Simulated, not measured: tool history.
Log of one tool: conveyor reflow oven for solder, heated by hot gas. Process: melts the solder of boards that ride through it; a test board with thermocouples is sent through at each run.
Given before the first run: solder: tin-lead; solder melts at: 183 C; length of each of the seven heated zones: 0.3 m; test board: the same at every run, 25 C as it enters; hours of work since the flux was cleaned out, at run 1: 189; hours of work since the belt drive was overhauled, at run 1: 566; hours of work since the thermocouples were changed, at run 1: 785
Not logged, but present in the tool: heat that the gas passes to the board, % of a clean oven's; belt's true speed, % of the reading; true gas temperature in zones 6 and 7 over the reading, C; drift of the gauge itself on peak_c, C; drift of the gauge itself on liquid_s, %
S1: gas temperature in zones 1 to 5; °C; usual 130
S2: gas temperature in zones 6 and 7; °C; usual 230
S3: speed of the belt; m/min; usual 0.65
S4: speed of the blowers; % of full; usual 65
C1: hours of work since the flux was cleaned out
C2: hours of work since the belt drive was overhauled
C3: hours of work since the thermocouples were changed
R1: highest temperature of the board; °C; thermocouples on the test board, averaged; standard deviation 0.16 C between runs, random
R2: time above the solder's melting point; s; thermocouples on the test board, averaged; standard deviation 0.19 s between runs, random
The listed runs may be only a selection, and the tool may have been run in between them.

run,hour,S1,S2,S3,S4,C1,C2,C3,R1,R2
1,0,130,230,0.65,65,189,566,785,208.7,33.7
2,12.7,130,230,0.65,65,199,575,795,209,33.5
3,28.5,130,230,0.65,65,211,588,807,209.1,33.8
4,40.6,130,230,0.65,51,220,597,817,204.8,30
5,52.8,130,230,0.65,51,230,607,826,204.7,29.6
6,73.6,130,230,0.65,51,246,623,842,204.8,29.6
7,102.9,123,230,0.65,65,269,646,865,207.4,31
# hour 126.8: flux residue cleaned out of gas plates and filters
8,132.1,139,230,0.65,65,4,665,884,210.9,37.4
9,153,139,230,0.65,65,20,681,901,211,37.3
# hour 157.3: thermocouples of zones 6 and 7 changed
10,176.1,139,230,0.65,60,37,697,15,209.4,36
11,202.3,139,230,0.65,60,57,718,35,209.7,36.1
12,229.2,130,227,0.65,65,78,739,56,206.5,31.6
13,242.2,130,230,0.65,65,88,749,66,209,33.2
14,265.8,130,230,0.65,65,107,767,85,208.5,33.8
15,283.9,130,230,0.65,89,121,781,99,213.8,37.4
16,309.3,130,230,0.65,89,141,801,119,213.7,37.8
17,326.6,140,243,0.65,65,154,815,132,222.2,44.2
18,346.6,123,234,0.594,87,170,830,148,218.7,43.3
19,359.5,123,234,0.685,54,180,840,158,205.2,26.7
20,371.7,124,230,0.679,65,189,850,167,206,28.6
21,394.9,133,230,0.634,57,207,868,185,208.6,34.2
22,420.2,130,228,0.561,83,227,888,205,215.4,45.6
23,445.2,118,228,0.553,74,247,907,225,212.4,41.3
24,464.5,123,227,0.65,65,262,922,240,204.9,29
25,483.8,123,227,0.65,65,277,937,255,205.1,29.2
# hour 498.6: flux residue cleaned out of gas plates and filters
26,503.9,139,228,0.65,65,4,949,266,209.1,36
27,528.7,139,228,0.65,65,23,969,286,209.2,35.9
28,543.5,143,242,0.691,86,35,980,297,223.9,43.5
29,565.2,133,222,0.65,58,52,997,314,201.2,27.6
30,585.6,130,236,0.65,75,68,1013,330,216.4,38.5

Below are 4 alternative next runs, each starting from the tool's condition after run 30. Predict each:
A,608.9,130,227,0.583,65,86,1031,348,?,?
B,608.9,139,236,0.65,65,86,1031,348,?,?
C,608.9,130,236,0.575,75,86,1031,348,?,?
D,608.9,130,236,0.755,75,86,1031,348,?,?

run,R1,R2
A,210.2,39.2
B,216,40.6
C,220.4,46.8
D,210.5,29.3
Without the tool's unlogged condition, the same runs would have read:
run,R1,R2
A,210.2,39.1
B,216,40.5
C,220.3,46.7
D,210.4,29.2

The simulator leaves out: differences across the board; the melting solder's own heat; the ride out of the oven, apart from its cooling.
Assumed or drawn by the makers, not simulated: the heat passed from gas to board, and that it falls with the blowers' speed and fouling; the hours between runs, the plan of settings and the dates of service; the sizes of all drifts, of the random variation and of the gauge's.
